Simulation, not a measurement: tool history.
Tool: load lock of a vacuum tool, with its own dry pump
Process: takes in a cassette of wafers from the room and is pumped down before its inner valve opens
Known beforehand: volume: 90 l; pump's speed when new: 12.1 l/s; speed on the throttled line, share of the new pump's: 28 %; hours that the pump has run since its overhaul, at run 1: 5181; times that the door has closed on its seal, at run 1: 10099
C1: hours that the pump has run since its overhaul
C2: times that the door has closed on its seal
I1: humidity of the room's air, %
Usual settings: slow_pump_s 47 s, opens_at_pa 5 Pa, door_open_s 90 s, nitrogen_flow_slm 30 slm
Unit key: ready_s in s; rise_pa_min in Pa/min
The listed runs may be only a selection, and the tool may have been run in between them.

Run 1, hour 0: usual settings; C1 5181; C2 10099; I1 44.7. Result: ready_s 112.8 s, rise_pa_min 0.13 Pa/min.
Run 2, hour 158.7: usual settings but slow_pump_s 46 s; C1 5339; C2 10717; I1 45.4. Result: ready_s 112.3 s, rise_pa_min 0.135 Pa/min.
Run 3, hour 388.8: usual settings but slow_pump_s 46 s; C1 5569; C2 11615; I1 45.3. Result: ready_s 113 s, rise_pa_min 0.149 Pa/min.
Run 4, hour 576.4: usual settings but slow_pump_s 46 s; C1 5757; C2 12346; I1 46.1. Result: ready_s 112.5 s, rise_pa_min 0.169 Pa/min.
Run 5, hour 699.4: usual settings; C1 5880; C2 12825; I1 43.7. Result: ready_s 113.4 s, rise_pa_min 0.174 Pa/min.
Run 6, hour 878: usual settings but nitrogen_flow_slm 8 slm; C1 6059; C2 13521; I1 43.4. Result: ready_s 114.2 s, rise_pa_min 0.198 Pa/min.
Run 7, hour 1103.3: usual settings but door_open_s 28 s, nitrogen_flow_slm 8 slm; C1 6284; C2 14400; I1 45. Result: ready_s 112.7 s, rise_pa_min 0.211 Pa/min.
Run 8, hour 1298.2: usual settings but door_open_s 28 s, nitrogen_flow_slm 8 slm; C1 6479; C2 15159; I1 43. Result: ready_s 113.5 s, rise_pa_min 0.218 Pa/min.
Run 9, hour 1501.6: usual settings but door_open_s 28 s, nitrogen_flow_slm 8 slm; C1 6682; C2 15952; I1 49.1. Result: ready_s 114.1 s, rise_pa_min 0.237 Pa/min.
Run 10, hour 1647: usual settings but door_open_s 28 s, nitrogen_flow_slm 8 slm; C1 6828; C2 16519; I1 43.6. Result: ready_s 114.8 s, rise_pa_min 0.248 Pa/min.
Run 11, hour 1793.8: usual settings but door_open_s 28 s, nitrogen_flow_slm 8 slm; C1 6974; C2 17091; I1 43.8. Result: ready_s 113.5 s, rise_pa_min 0.266 Pa/min.
Run 12, hour 1990.8: usual settings but door_open_s 28 s, nitrogen_flow_slm 8 slm; C1 7171; C2 17859; I1 42.6. Result: ready_s 115.6 s, rise_pa_min 0.285 Pa/min.
Run 13, hour 2095.3: usual settings but door_open_s 28 s, nitrogen_flow_slm 8 slm; C1 7276; C2 18267; I1 46.6. Result: ready_s 114 s, rise_pa_min 0.3 Pa/min.
Run 14, hour 2292.8: usual settings but opens_at_pa 6 Pa, nitrogen_flow_slm 12 slm; C1 7473; C2 19036; I1 42.3. Result: ready_s 113 s, rise_pa_min 0.33 Pa/min.
Run 15, hour 2438.2: usual settings but opens_at_pa 6 Pa, nitrogen_flow_slm 12 slm; C1 7619; C2 19603; I1 44.6. Result: ready_s 114.1 s, rise_pa_min 0.342 Pa/min.
Run 16, hour 2584.3: usual settings but slow_pump_s 49 s, door_open_s 149 s, nitrogen_flow_slm 7 slm; C1 7765; C2 20173; I1 43.8. Result: ready_s 116.5 s, rise_pa_min 0.366 Pa/min.
Run 17, hour 2690.3: usual settings but slow_pump_s 49 s, opens_at_pa 4 Pa, door_open_s 26 s, nitrogen_flow_slm 7 slm; C1 7871; C2 20586; I1 44.7. Result: ready_s 118.2 s, rise_pa_min 0.363 Pa/min.
Run 18, hour 2873.6: usual settings but slow_pump_s 49 s, opens_at_pa 7 Pa, door_open_s 139 s, nitrogen_flow_slm 7 slm; C1 8054; C2 21300; I1 41.9. Result: ready_s 113.5 s, rise_pa_min 0.41 Pa/min.
Run 19, hour 3060: usual settings but slow_pump_s 49 s, opens_at_pa 7 Pa, door_open_s 139 s, nitrogen_flow_slm 7 slm; C1 8241; C2 22027; I1 45.7. Result: ready_s 113.9 s, rise_pa_min 0.437 Pa/min.
Run 20, hour 3249.8: usual settings but opens_at_pa 9 Pa, nitrogen_flow_slm 17 slm; C1 8430; C2 22767; I1 44. Result: ready_s 110.7 s, rise_pa_min 0.427 Pa/min.
Run 21, hour 3473.3: usual settings but slow_pump_s 27 s, nitrogen_flow_slm 8 slm; C1 8654; C2 23638; I1 42.8. Result: ready_s 102.3 s, rise_pa_min 0.461 Pa/min.
At hour 3615.6: door's seal changed, seat wiped.
Run 22, hour 3615.6: usual settings but slow_pump_s 46 s, door_open_s 55 s, nitrogen_flow_slm 13 slm; C1 8795; C2 0; I1 47. Result: ready_s 116.1 s, rise_pa_min 0.014 Pa/min.
Run 23, hour 3775: usual settings but slow_pump_s 46 s, opens_at_pa 8 Pa, door_open_s 55 s, nitrogen_flow_slm 13 slm; C1 8954; C2 621; I1 45.9. Result: ready_s 110.3 s, rise_pa_min 0.022 Pa/min.
Run 24, hour 3961.3: usual settings but slow_pump_s 34 s, door_open_s 211 s, nitrogen_flow_slm 10 slm; C1 9140; C2 1347; I1 44.4. Result: ready_s 107.1 s, rise_pa_min 0.055 Pa/min.
Run 25, hour 4119.5: usual settings but slow_pump_s 34 s, door_open_s 211 s, nitrogen_flow_slm 10 slm; C1 9299; C2 1964; I1 40.9. Result: ready_s 107.7 s, rise_pa_min 0.052 Pa/min.
Run 26, hour 4223.9: usual settings but slow_pump_s 34 s, door_open_s 211 s, nitrogen_flow_slm 10 slm; C1 9403; C2 2371; I1 46.1. Result: ready_s 107.4 s, rise_pa_min 0.058 Pa/min.

Here are 5 independent what-if runs from the current tool condition. What would each one return?
Run A, hour 4452.3: usual settings but slow_pump_s 84 s, opens_at_pa 4 Pa; C1 9631; C2 3261; I1 45.8. Result: ready_s ?, rise_pa_min ?.
Run B, hour 4452.3: usual settings but slow_pump_s 32 s, door_open_s 126 s, nitrogen_flow_slm 10 slm; C1 9631; C2 3261; I1 42.1. Result: ready_s ?, rise_pa_min ?.
Run C, hour 4452.3: usual settings but slow_pump_s 39 s, door_open_s 142 s, nitrogen_flow_slm 5 slm; C1 9631; C2 3261; I1 45.1. Result: ready_s ?, rise_pa_min ?.
Run D, hour 4452.3: usual settings but opens_at_pa 6 Pa; C1 9631; C2 3261; I1 49.2. Result: ready_s ?, rise_pa_min ?.
Run E, hour 4452.3: usual settings but slow_pump_s 34 s, opens_at_pa 8 Pa, door_open_s 211 s, nitrogen_flow_slm 41 slm; C1 9631; C2 3261; I1 45.3. Result: ready_s ?, rise_pa_min ?.

run  ready_s  rise_pa_min
  A    145.5        0.039
  B    105.5        0.052
  C    110.9        0.064
  D    116.4        0.035
  E    103.6        0.046
What these runs would have given with no unlogged condition in the tool:
run  ready_s  rise_pa_min
  A    137.9        0.014
  B     96.3        0.028
  C    101.9        0.039
  D    107.7        0.011
  E     94.7        0.021
